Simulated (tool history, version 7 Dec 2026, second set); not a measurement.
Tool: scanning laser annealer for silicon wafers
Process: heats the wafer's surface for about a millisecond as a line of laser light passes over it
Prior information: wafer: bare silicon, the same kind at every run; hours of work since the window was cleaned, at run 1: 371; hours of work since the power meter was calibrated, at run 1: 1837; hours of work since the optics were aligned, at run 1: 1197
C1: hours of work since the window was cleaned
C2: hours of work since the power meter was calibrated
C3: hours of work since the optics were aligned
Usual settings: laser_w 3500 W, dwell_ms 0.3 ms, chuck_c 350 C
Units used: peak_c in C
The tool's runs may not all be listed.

run 1 day=0 | laser_w=3500 dwell_ms=0.3 chuck_c=350 | C1=371 C2=1837 C3=1197 | peak_c=1064
run 2 day=1.912 | laser_w=3500 dwell_ms=0.3 chuck_c=350 | C1=405 C2=1870 C3=1231 | peak_c=1058
-- day=3.396 window over the wafer cleaned
run 3 day=4.412 | laser_w=3500 dwell_ms=0.3 chuck_c=350 | C1=18 C2=1913 C3=1273 | peak_c=1095
run 4 day=5.692 | laser_w=3500 dwell_ms=0.3 chuck_c=340 | C1=40 C2=1935 C3=1295 | peak_c=1084
run 5 day=8.067 | laser_w=3500 dwell_ms=0.3 chuck_c=350 | C1=82 C2=1977 C3=1337 | peak_c=1093
run 6 day=10.992 | laser_w=3500 dwell_ms=0.336 chuck_c=350 | C1=133 C2=2028 C3=1388 | peak_c=1122
run 7 day=13.708 | laser_w=3500 dwell_ms=0.3 chuck_c=348 | C1=181 C2=2076 C3=1436 | peak_c=1077
run 8 day=15.829 | laser_w=3500 dwell_ms=0.3 chuck_c=343 | C1=218 C2=2113 C3=1473 | peak_c=1071
run 9 day=17.142 | laser_w=3500 dwell_ms=0.3 chuck_c=350 | C1=241 C2=2136 C3=1496 | peak_c=1072
run 10 day=19.842 | laser_w=3500 dwell_ms=0.3 chuck_c=350 | C1=288 C2=2183 C3=1543 | peak_c=1068
run 11 day=22.783 | laser_w=3500 dwell_ms=0.21 chuck_c=350 | C1=340 C2=2235 C3=1595 | peak_c=957
run 12 day=25.554 | laser_w=3500 dwell_ms=0.21 chuck_c=350 | C1=388 C2=2283 C3=1643 | peak_c=954
-- day=28 window over the wafer cleaned
run 13 day=28.258 | laser_w=3500 dwell_ms=0.21 chuck_c=350 | C1=5 C2=2329 C3=1689 | peak_c=984
run 14 day=29.746 | laser_w=3500 dwell_ms=0.21 chuck_c=350 | C1=31 C2=2355 C3=1716 | peak_c=980
run 15 day=32.204 | laser_w=3500 dwell_ms=0.21 chuck_c=350 | C1=74 C2=2398 C3=1759 | peak_c=975
run 16 day=34.033 | laser_w=3500 dwell_ms=0.3 chuck_c=350 | C1=106 C2=2431 C3=1791 | peak_c=1086
-- day=34.654 optics aligned, line set to its width
run 17 day=36.875 | laser_w=3500 dwell_ms=0.3 chuck_c=350 | C1=152 C2=2477 C3=39 | peak_c=1086
run 18 day=38.792 | laser_w=3500 dwell_ms=0.3 chuck_c=350 | C1=185 C2=2510 C3=72 | peak_c=1083
run 19 day=41.138 | laser_w=3500 dwell_ms=0.3 chuck_c=350 | C1=227 C2=2551 C3=114 | peak_c=1079
run 20 day=43.521 | laser_w=3500 dwell_ms=0.235 chuck_c=310 | C1=268 C2=2593 C3=155 | peak_c=955
run 21 day=45.329 | laser_w=3630 dwell_ms=0.318 chuck_c=329 | C1=300 C2=2625 C3=187 | peak_c=1096
run 22 day=46.825 | laser_w=3329 dwell_ms=0.301 chuck_c=377 | C1=326 C2=2651 C3=213 | peak_c=1059
run 23 day=48.6 | laser_w=3484 dwell_ms=0.379 chuck_c=323 | C1=357 C2=2682 C3=244 | peak_c=1115
run 24 day=49.829 | laser_w=3529 dwell_ms=0.297 chuck_c=323 | C1=379 C2=2704 C3=266 | peak_c=1039
run 25 day=52.675 | laser_w=3500 dwell_ms=0.222 chuck_c=350 | C1=429 C2=2754 C3=316 | peak_c=965
-- day=52.967 window over the wafer cleaned
run 26 day=54.804 | laser_w=3500 dwell_ms=0.222 chuck_c=350 | C1=32 C2=2789 C3=352 | peak_c=999
run 27 day=57.704 | laser_w=3111 dwell_ms=0.3 chuck_c=346 | C1=83 C2=2840 C3=402 | peak_c=1000
run 28 day=60.629 | laser_w=3231 dwell_ms=0.299 chuck_c=321 | C1=134 C2=2891 C3=454 | peak_c=994
run 29 day=63.542 | laser_w=3231 dwell_ms=0.299 chuck_c=321 | C1=185 C2=2943 C3=505 | peak_c=989
run 30 day=64.838 | laser_w=3231 dwell_ms=0.299 chuck_c=379 | C1=208 C2=2965 C3=528 | peak_c=1045
run 31 day=67.35 | laser_w=3220 dwell_ms=0.253 chuck_c=325 | C1=252 C2=3009 C3=572 | peak_c=937
run 32 day=69.967 | laser_w=3431 dwell_ms=0.238 chuck_c=315 | C1=298 C2=3055 C3=617 | peak_c=948
run 33 day=71.529 | laser_w=3500 dwell_ms=0.224 chuck_c=363 | C1=325 C2=3083 C3=645 | peak_c=989
run 34 day=74.258 | laser_w=3127 dwell_ms=0.228 chuck_c=390 | C1=373 C2=3130 C3=693 | peak_c=945
run 35 day=75.604 | laser_w=3618 dwell_ms=0.244 chuck_c=380 | C1=397 C2=3154 C3=716 | peak_c=1047

Here are 3 independent what-if runs from the current tool condition. What would each one return?
-- day=77.588 window over the wafer cleaned
run A day=77.588 | laser_w=3500 dwell_ms=0.283 chuck_c=383 | C1=0 C2=3187 C3=750 | peak_c=?
-- day=77.588 window over the wafer cleaned
run B day=77.588 | laser_w=3755 dwell_ms=0.229 chuck_c=362 | C1=0 C2=3187 C3=750 | peak_c=?
-- day=77.588 window over the wafer cleaned
run C day=77.588 | laser_w=3500 dwell_ms=0.319 chuck_c=341 | C1=0 C2=3187 C3=750 | peak_c=?

run=A peak_c=1106
run=B peak_c=1068
run=C peak_c=1101
The same runs, with their run-to-run variation unchanged, on a tool lacking any hidden condition would have given:
run=A peak_c=1128
run=B peak_c=1090
run=C peak_c=1125

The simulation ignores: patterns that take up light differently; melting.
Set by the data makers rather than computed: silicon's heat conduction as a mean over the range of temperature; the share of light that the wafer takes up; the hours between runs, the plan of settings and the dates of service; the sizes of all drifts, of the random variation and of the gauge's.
